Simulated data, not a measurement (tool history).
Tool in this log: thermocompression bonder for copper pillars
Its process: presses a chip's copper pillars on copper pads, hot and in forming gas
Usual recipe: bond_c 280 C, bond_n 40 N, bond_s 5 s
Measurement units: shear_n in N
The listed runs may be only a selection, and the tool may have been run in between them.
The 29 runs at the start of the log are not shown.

{"run": 30, "hour": 446.5, "bond_c": 280, "bond_n": 45, "bond_s": 8, "shear_n": 70.7}
{"run": 31, "hour": 466.4, "bond_c": 280, "bond_n": 47, "bond_s": 8, "shear_n": 72.6}
{"run": 32, "hour": 487.3, "bond_c": 309, "bond_n": 56, "bond_s": 14, "shear_n": 100.5}
{"run": 33, "hour": 496.3, "bond_c": 309, "bond_n": 56, "bond_s": 14, "shear_n": 100.1}
{"hour": 510.0, "done": "heater calibrated with a thermocouple chip"}
{"run": 34, "hour": 513.3, "bond_c": 270, "bond_n": 33, "bond_s": 10, "shear_n": 52.7}
{"run": 35, "hour": 533.1, "bond_c": 260, "bond_n": 26, "bond_s": 7, "shear_n": 33.5}
{"run": 36, "hour": 553.4, "bond_c": 286, "bond_n": 40, "bond_s": 6, "shear_n": 58.7}
{"run": 37, "hour": 566.6, "bond_c": 302, "bond_n": 40, "bond_s": 9, "shear_n": 71.6}
{"run": 38, "hour": 585.5, "bond_c": 280, "bond_n": 56, "bond_s": 9, "shear_n": 78.1}
{"run": 39, "hour": 597.7, "bond_c": 280, "bond_n": 56, "bond_s": 9, "shear_n": 77.2}

Forecast each of these 3 alternatives for the next run:
{"run": "A", "hour": 614.0, "bond_c": 305, "bond_n": 30, "bond_s": 5, "shear_n": "?"}
{"run": "B", "hour": 614.0, "bond_c": 277, "bond_n": 56, "bond_s": 9, "shear_n": "?"}
{"run": "C", "hour": 614.0, "bond_c": 298, "bond_n": 26, "bond_s": 5, "shear_n": "?"}

run=A shear_n=50.0
run=B shear_n=75.9
run=C shear_n=41.2
With no hidden state in the tool, these same runs would have given:
run=A shear_n=54.0
run=B shear_n=81.3
run=C shear_n=44.5

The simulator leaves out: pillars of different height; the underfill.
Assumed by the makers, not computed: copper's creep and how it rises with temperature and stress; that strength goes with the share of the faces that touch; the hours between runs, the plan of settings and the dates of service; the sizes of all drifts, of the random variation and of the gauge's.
